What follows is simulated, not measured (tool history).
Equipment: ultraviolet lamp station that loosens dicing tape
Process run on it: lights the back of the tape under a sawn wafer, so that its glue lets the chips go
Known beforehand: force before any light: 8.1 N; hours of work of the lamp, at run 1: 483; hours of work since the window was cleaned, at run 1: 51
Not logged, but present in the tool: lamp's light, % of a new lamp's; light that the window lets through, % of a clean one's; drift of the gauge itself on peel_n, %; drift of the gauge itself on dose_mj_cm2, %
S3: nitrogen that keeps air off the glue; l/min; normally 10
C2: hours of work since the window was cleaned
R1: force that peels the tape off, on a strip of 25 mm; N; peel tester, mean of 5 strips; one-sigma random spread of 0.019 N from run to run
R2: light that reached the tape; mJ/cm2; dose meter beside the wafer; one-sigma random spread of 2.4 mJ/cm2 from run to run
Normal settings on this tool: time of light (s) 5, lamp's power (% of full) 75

run 1 hour=0.0 | time_of_light_(s)=5 lamp's_power_(%_of_full)=75 S3=10 | hours_of_work_of_the_lamp=483 C2=51 | R1=1.271 R2=224
run 2 hour=12.6 | time_of_light_(s)=5 lamp's_power_(%_of_full)=75 S3=10 | hours_of_work_of_the_lamp=493 C2=60 | R1=1.206 R2=222
run 3 hour=28.3 | time_of_light_(s)=5 lamp's_power_(%_of_full)=75 S3=3 | hours_of_work_of_the_lamp=505 C2=72 | R1=2.759 R2=219
run 4 hour=38.8 | time_of_light_(s)=5 lamp's_power_(%_of_full)=75 S3=3 | hours_of_work_of_the_lamp=513 C2=80 | R1=2.668 R2=219
run 5 hour=51.4 | time_of_light_(s)=5 lamp's_power_(%_of_full)=75 S3=3 | hours_of_work_of_the_lamp=522 C2=90 | R1=2.643 R2=220
run 6 hour=63.2 | time_of_light_(s)=5 lamp's_power_(%_of_full)=75 S3=3 | hours_of_work_of_the_lamp=531 C2=99 | R1=2.724 R2=216
run 7 hour=75.3 | time_of_light_(s)=7 lamp's_power_(%_of_full)=75 S3=10 | hours_of_work_of_the_lamp=541 C2=108 | R1=0.698 R2=304
run 8 hour=90.8 | time_of_light_(s)=4 lamp's_power_(%_of_full)=75 S3=10 | hours_of_work_of_the_lamp=552 C2=120 | R1=1.968 R2=169
run 9 hour=101.5 | time_of_light_(s)=4 lamp's_power_(%_of_full)=75 S3=10 | hours_of_work_of_the_lamp=561 C2=128 | R1=1.980 R2=168
run 10 hour=117.4 | time_of_light_(s)=4 lamp's_power_(%_of_full)=75 S3=10 | hours_of_work_of_the_lamp=573 C2=141 | R1=1.934 R2=163
run 11 hour=127.4 | time_of_light_(s)=3 lamp's_power_(%_of_full)=75 S3=12 | hours_of_work_of_the_lamp=580 C2=148 | R1=2.661 R2=126
run 12 hour=142.0 | time_of_light_(s)=2 lamp's_power_(%_of_full)=76 S3=12 | hours_of_work_of_the_lamp=592 C2=159 | R1=3.695 R2=84
run 13 hour=150.5 | time_of_light_(s)=5 lamp's_power_(%_of_full)=76 S3=8 | hours_of_work_of_the_lamp=598 C2=166 | R1=1.625 R2=207
run 14 hour=166.0 | time_of_light_(s)=10 lamp's_power_(%_of_full)=92 S3=10 | hours_of_work_of_the_lamp=610 C2=178 | R1=0.206 R2=500
run 15 hour=177.6 | time_of_light_(s)=4 lamp's_power_(%_of_full)=95 S3=15 | hours_of_work_of_the_lamp=619 C2=187 | R1=1.095 R2=204
run 16 hour=186.2 | time_of_light_(s)=3 lamp's_power_(%_of_full)=95 S3=3 | hours_of_work_of_the_lamp=626 C2=193 | R1=3.764 R2=155
run 17 hour=195.6 | time_of_light_(s)=3 lamp's_power_(%_of_full)=71 S3=3 | hours_of_work_of_the_lamp=633 C2=200 | R1=4.525 R2=115
run 18 hour=204.6 | time_of_light_(s)=3 lamp's_power_(%_of_full)=81 S3=3 | hours_of_work_of_the_lamp=640 C2=207 | R1=4.142 R2=128
run 19 hour=214.8 | time_of_light_(s)=3 lamp's_power_(%_of_full)=81 S3=3 | hours_of_work_of_the_lamp=647 C2=215 | R1=4.327 R2=128
run 20 hour=226.8 | time_of_light_(s)=8 lamp's_power_(%_of_full)=64 S3=10 | hours_of_work_of_the_lamp=657 C2=224 | R1=0.887 R2=271

What if the next run were any one of these 5? Each begins from the tool's condition after run 20:
run A hour=236.4 | time_of_light_(s)=4 lamp's_power_(%_of_full)=79 S3=5 | hours_of_work_of_the_lamp=664 C2=232 | R1=? R2=?
run B hour=236.4 | time_of_light_(s)=7 lamp's_power_(%_of_full)=71 S3=12 | hours_of_work_of_the_lamp=664 C2=232 | R1=? R2=?
run C hour=236.4 | time_of_light_(s)=6 lamp's_power_(%_of_full)=73 S3=10 | hours_of_work_of_the_lamp=664 C2=232 | R1=? R2=?
run D hour=236.4 | time_of_light_(s)=4 lamp's_power_(%_of_full)=64 S3=10 | hours_of_work_of_the_lamp=664 C2=232 | R1=? R2=?
run E hour=236.4 | time_of_light_(s)=4 lamp's_power_(%_of_full)=92 S3=13 | hours_of_work_of_the_lamp=664 C2=232 | R1=? R2=?

run=A R1=2.870 R2=164
run=B R1=0.814 R2=258
run=C R1=1.202 R2=229
run=D R1=2.572 R2=131
run=E R1=1.352 R2=191
The same runs, with their run-to-run variation unchanged, on a tool lacking any hidden condition would have given:
run=A R1=2.022 R2=222
run=B R1=0.404 R2=348
run=C R1=0.652 R2=309
run=D R1=1.757 R2=178
run=E R1=0.759 R2=257
